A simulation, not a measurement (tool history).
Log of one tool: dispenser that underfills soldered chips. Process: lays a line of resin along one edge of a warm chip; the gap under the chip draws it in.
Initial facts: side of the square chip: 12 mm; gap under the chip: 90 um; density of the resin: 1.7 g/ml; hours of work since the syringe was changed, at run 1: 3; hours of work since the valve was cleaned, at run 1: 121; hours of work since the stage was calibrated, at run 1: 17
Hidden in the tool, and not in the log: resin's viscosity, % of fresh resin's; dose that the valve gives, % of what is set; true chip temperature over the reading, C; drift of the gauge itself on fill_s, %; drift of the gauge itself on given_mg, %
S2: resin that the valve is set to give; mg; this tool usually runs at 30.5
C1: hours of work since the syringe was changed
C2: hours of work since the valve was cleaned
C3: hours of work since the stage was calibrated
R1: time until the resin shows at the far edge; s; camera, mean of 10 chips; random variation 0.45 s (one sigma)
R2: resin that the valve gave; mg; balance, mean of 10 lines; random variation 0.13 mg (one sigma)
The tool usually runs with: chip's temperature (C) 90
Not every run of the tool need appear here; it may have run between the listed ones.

Run 1, hour 0: usual settings; C1 3; C2 121; C3 17. Result: R1 40.3 s, R2 29.12 mg.
Run 2, hour 6.2: usual settings; C1 7; C2 125; C3 21. Result: R1 52.2 s, R2 28.89 mg.
At hour 7.2: new syringe of resin.
Run 3, hour 11.4: usual settings; C1 3; C2 128; C3 24. Result: R1 40.3 s, R2 29.24 mg.
Run 4, hour 15.3: usual settings; C1 5; C2 130; C3 26. Result: R1 45.9 s, R2 28.98 mg.
At hour 19.1: new syringe of resin.
Run 5, hour 22.2: usual settings; C1 2; C2 135; C3 31. Result: R1 38.1 s, R2 28.89 mg.
Run 6, hour 28.6: usual settings; C1 6; C2 139; C3 35. Result: R1 49.1 s, R2 28.95 mg.
At hour 30.5: new syringe of resin.
Run 7, hour 34.2: usual settings but S2 26.8 mg; C1 2; C2 142; C3 38. Result: R1 41.4 s, R2 25.27 mg.
Run 8, hour 39.9: usual settings; C1 6; C2 146; C3 42. Result: R1 49.4 s, R2 28.76 mg.
At hour 42.3: dispensing valve cleaned and set on the balance.
At hour 43.2: new syringe of resin.
Run 9, hour 48.9: usual settings; C1 4; C2 4; C3 47. Result: R1 42 s, R2 30.26 mg.
At hour 54.8: new syringe of resin.
Run 10, hour 56.8: usual settings but S2 39.1 mg; C1 1; C2 9; C3 51. Result: R1 35.7 s, R2 38.95 mg.
Run 11, hour 64.1: usual settings but S2 39.1 mg; C1 6; C2 14; C3 56. Result: R1 46.3 s, R2 38.68 mg.
At hour 66.5: new syringe of resin.
Run 12, hour 67.8: usual settings but S2 39.1 mg; C1 1; C2 16; C3 58. Result: R1 34.8 s, R2 38.79 mg.
Run 13, hour 71.8: usual settings but chip's temperature (C) 79, S2 31.5 mg; C1 3; C2 18; C3 61. Result: R1 63.1 s, R2 31.41 mg.
Run 14, hour 75.9: usual settings but chip's temperature (C) 89, S2 28 mg; C1 6; C2 21; C3 63. Result: R1 52.4 s, R2 27.83 mg.
At hour 78.2: new syringe of resin.
Run 15, hour 81.4: usual settings but chip's temperature (C) 89, S2 28 mg; C1 2; C2 24; C3 67. Result: R1 40.7 s, R2 27.78 mg.
Run 16, hour 88: usual settings but chip's temperature (C) 76; C1 6; C2 28; C3 71. Result: R1 88.2 s, R2 30.18 mg.
At hour 90.1: new syringe of resin.
Run 17, hour 92.2: usual settings but chip's temperature (C) 85, S2 29.9 mg; C1 1; C2 31; C3 74. Result: R1 43.3 s, R2 29.84 mg.
Run 18, hour 98.7: usual settings but chip's temperature (C) 85, S2 29.9 mg; C1 5; C2 35; C3 78. Result: R1 58.2 s, R2 29.55 mg.
At hour 101.6: new syringe of resin.
Run 19, hour 103.9: usual settings but chip's temperature (C) 80, S2 32.8 mg; C1 1; C2 38; C3 81. Result: R1 53.3 s, R2 32.21 mg.
Run 20, hour 110.2: usual settings but chip's temperature (C) 86, S2 30.2 mg; C1 6; C2 42; C3 85. Result: R1 55.5 s, R2 29.66 mg.
At hour 113.1: new syringe of resin.
Run 21, hour 113.8: usual settings but chip's temperature (C) 77, S2 30.2 mg; C1 0; C2 44; C3 87. Result: R1 58.2 s, R2 29.91 mg.
Run 22, hour 121: usual settings but chip's temperature (C) 77, S2 30.2 mg; C1 5; C2 49; C3 92. Result: R1 78.8 s, R2 29.4 mg.
At hour 124.8: new syringe of resin.
Run 23, hour 126.6: usual settings but S2 33.1 mg; C1 1; C2 52; C3 95. Result: R1 37.1 s, R2 32.48 mg.
Run 24, hour 131.6: usual settings but chip's temperature (C) 93; C1 4; C2 56; C3 98. Result: R1 40.2 s, R2 29.97 mg.

Branching from run 24: 5 alternative next runs. What would each branch give?
At hour 136.1: new syringe of resin.
Run A, hour 137: usual settings but chip's temperature (C) 94, S2 26.1 mg; C1 1; C2 59; C3 101. Result: R1 ?, R2 ?.
At hour 136.1: new syringe of resin.
Run B, hour 137: usual settings but chip's temperature (C) 102, S2 37.4 mg; C1 1; C2 59; C3 101. Result: R1 ?, R2 ?.
At hour 136.1: new syringe of resin.
Run C, hour 137: usual settings but chip's temperature (C) 95; C1 1; C2 59; C3 101. Result: R1 ?, R2 ?.
At hour 136.1: new syringe of resin.
Run D, hour 137: usual settings but chip's temperature (C) 99, S2 27.4 mg; C1 1; C2 59; C3 101. Result: R1 ?, R2 ?.
At hour 136.1: new syringe of resin.
Run E, hour 137: usual settings but chip's temperature (C) 79, S2 37.9 mg; C1 1; C2 59; C3 101. Result: R1 ?, R2 ?.

run    R1     R2
  A  30.8  25.36
  B  21.5  36.88
  C  29.4  29.89
  D  25.4  26.78
  E  51.9  36.75
Stripped of hidden state, with their random variation kept, the same runs would have yielded:
run    R1     R2
  A  28.9  25.94
  B  20.4  37.72
  C  27.7  30.57
  D  23.8  27.38
  E    49  37.58
